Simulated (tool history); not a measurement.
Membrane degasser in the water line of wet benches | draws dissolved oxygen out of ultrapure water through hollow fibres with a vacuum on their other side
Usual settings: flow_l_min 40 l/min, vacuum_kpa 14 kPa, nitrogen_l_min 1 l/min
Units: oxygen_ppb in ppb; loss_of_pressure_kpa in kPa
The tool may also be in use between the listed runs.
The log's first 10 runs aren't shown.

run    hour  flow_l_min  vacuum_kpa  nitrogen_l_min  oxygen_ppb  loss_of_pressure_kpa
 11   693.4          40        12.9               1       727.4                 57.51
 12   793.2          40        15.1               1       881.6                 57.62
 13   855.3          40        15.1               1       871.5                 57.13
 14   904.8          40        15.1               1       879.8                 56.89
 15     986          45          14               1       886.1                 64.53
 16  1034.5          41          14               1       828.9                 58.54
 17  1105.3          41          11            0.42      1083.5                 58.93
 18  1175.4          32        23.9            2.12         669                 45.66
 19  1273.1          40          14            2.74       359.4                 57.53
 20    1332          40          14            2.74       359.5                 57.33
 21  1406.9          42        23.4             2.6       694.4                 60.32
 22  1473.2          42        23.4             2.6       705.8                 60.26
 23  1525.6          42        23.4             2.6       703.9                 60.37
 24  1608.8          42        23.4             2.6       703.8                 60.23
 25  1706.6          40          14             0.4      1487.6                 57.14
 26  1791.9          34        15.5            1.66       531.6                 48.65
     1848.3  -- seals of the vacuum lines changed
 27  1886.9          34        15.5            1.66       532.3                 48.74
 28  1936.7          60          14            1.27       952.9                 86.52
 29  2015.1          60        25.1            1.15      1829.2                 85.89
 30  2106.1          36        23.6             1.1      1240.2                 51.61
 31    2166          50        30.3            1.86      1364.9                 71.94

Forecast each of these 4 alternatives for the next run:
  A  2259.8          58          14               1           ?                     ?
  B  2259.8          30        30.3            1.12           ?                     ?
  C  2259.8          45        25.2            2.57           ?                     ?
  D  2259.8          57        30.3             1.2           ?                     ?

run  oxygen_ppb  loss_of_pressure_kpa
  A      1064.8                 83.55
  B        1329                 43.06
  C       812.1                 64.44
  D      2030.7                 81.47
Without the tool's hidden state the same runs would have given:
run  oxygen_ppb  loss_of_pressure_kpa
  A        1064                 83.49
  B      1328.7                 43.02
  C       811.8                 64.39
  D      2030.1                 81.41
